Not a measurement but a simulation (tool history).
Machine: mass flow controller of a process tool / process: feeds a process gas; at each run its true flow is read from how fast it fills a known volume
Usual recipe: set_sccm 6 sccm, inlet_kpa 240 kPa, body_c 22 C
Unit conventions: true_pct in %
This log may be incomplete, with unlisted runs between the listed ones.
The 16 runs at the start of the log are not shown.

| run | hour | set_sccm | inlet_kpa | body_c | hours of work since the controller was set to zero | hours of work since the controller was changed | true_pct |
|---|---|---|---|---|---|---|---|
| 17 | 3475.4 | 6 | 240 | 25 | 1326 | 8425 | 99.07 |
| 18 | 3674.2 | 6 | 240 | 25 | 1438 | 8537 | 99.00 |
| 19 | 3835.8 | 6 | 240 | 33 | 1529 | 8628 | 99.75 |
| 20 | 3987.0 | 6 | 240 | 33 | 1615 | 8714 | 99.65 |
| 21 | 4136.4 | 6 | 240 | 33 | 1699 | 8798 | 99.69 |
| 22 | 4350.0 | 6 | 240 | 33 | 1819 | 8918 | 99.62 |
| 23 | 4549.8 | 6 | 277 | 34 | 1932 | 9031 | 99.61 |
| 24 | 4790.6 | 6 | 201 | 32 | 2068 | 9167 | 99.31 |
| 25 | 5077.8 | 20 | 201 | 39 | 2230 | 9329 | 101.97 |
| 26 | 5249.4 | 20 | 201 | 39 | 2326 | 9425 | 101.79 |
| 27 | 5506.0 | 20 | 152 | 39 | 2471 | 9570 | 101.79 |
| 28 | 5712.7 | 20 | 152 | 23 | 2588 | 9686 | 100.51 |
| 29 | 5893.9 | 7 | 142 | 22 | 2690 | 9789 | 98.32 |
| 30 | 6058.4 | 8 | 231 | 29 | 2783 | 9881 | 99.32 |
| 31 | 6198.3 | 6 | 206 | 22 | 2861 | 9960 | 98.15 |
| 32 | 6399.8 | 6 | 206 | 22 | 2975 | 10074 | 98.18 |
| 33 | 6555.9 | 6 | 206 | 22 | 3063 | 10162 | 98.08 |
| 34 | 6787.0 | 3 | 271 | 37 | 3193 | 10292 | 97.12 |
| 35 | 7070.5 | 11 | 242 | 29 | 3353 | 10452 | 99.83 |
| 36 | 7189.3 | 4 | 242 | 29 | 3420 | 10519 | 97.26 |
| 37 | 7395.7 | 4 | 242 | 29 | 3537 | 10635 | 96.95 |
| 38 | 7572.9 | 2 | 242 | 26 | 3636 | 10735 | 93.46 |
| 39 | 7743.3 | 6 | 199 | 26 | 3732 | 10831 | 98.01 |
| 40 | 8020.3 | 3 | 210 | 21 | 3889 | 10988 | 94.96 |

Estimate the outcome of run 41 from the log above:
| 41 | 8237.6 | 6 | 240 | 39 | 4011 | 11110 | ? |

{"run 41": {"true_pct": 99.03}}
On a tool with no hidden condition, and with the same random variation, this run would have come out at true_pct 100.12 %.
